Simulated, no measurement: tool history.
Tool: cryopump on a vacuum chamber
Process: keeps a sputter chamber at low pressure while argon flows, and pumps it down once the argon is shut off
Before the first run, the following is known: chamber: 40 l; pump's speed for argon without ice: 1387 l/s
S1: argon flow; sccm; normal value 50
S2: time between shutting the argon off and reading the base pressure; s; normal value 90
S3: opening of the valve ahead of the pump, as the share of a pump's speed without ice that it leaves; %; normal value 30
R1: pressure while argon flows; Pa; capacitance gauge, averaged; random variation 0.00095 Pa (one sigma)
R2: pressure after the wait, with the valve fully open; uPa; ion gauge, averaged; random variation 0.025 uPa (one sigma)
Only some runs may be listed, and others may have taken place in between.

run	hour	S1	S2	S3	R1	R2
1	0	50	90	30	0.2082	1.31
2	64.7	50	90	30	0.2125	1.39
3	104.3	50	24	30	0.2143	3.55
4	175.2	50	24	30	0.2161	3.48
5	241.9	50	24	30	0.2181	3.74
# hour 250.5: pump warmed up, emptied and cooled again
6	279.3	50	90	29	0.2112	1.44
7	324	28	90	30	0.1153	1.51
8	368.2	76	90	30	0.3145	1.46
9	425.5	50	90	30	0.2093	1.65
10	498.2	50	90	30	0.2123	1.73
11	556	50	90	30	0.2159	1.79
12	602.8	50	90	30	0.2171	1.82
# hour 651.5: pump warmed up, emptied and cooled again
13	669.6	50	90	30	0.206	1.75

For run 14, what comes out?
14	726.6	67	23	40	?	?

Run 14 gave R1 0.2071 Pa, R2 4.01 uPa.
With no hidden state in the tool, this same run would have given R1 0.2029 Pa, R2 3.17 uPa.

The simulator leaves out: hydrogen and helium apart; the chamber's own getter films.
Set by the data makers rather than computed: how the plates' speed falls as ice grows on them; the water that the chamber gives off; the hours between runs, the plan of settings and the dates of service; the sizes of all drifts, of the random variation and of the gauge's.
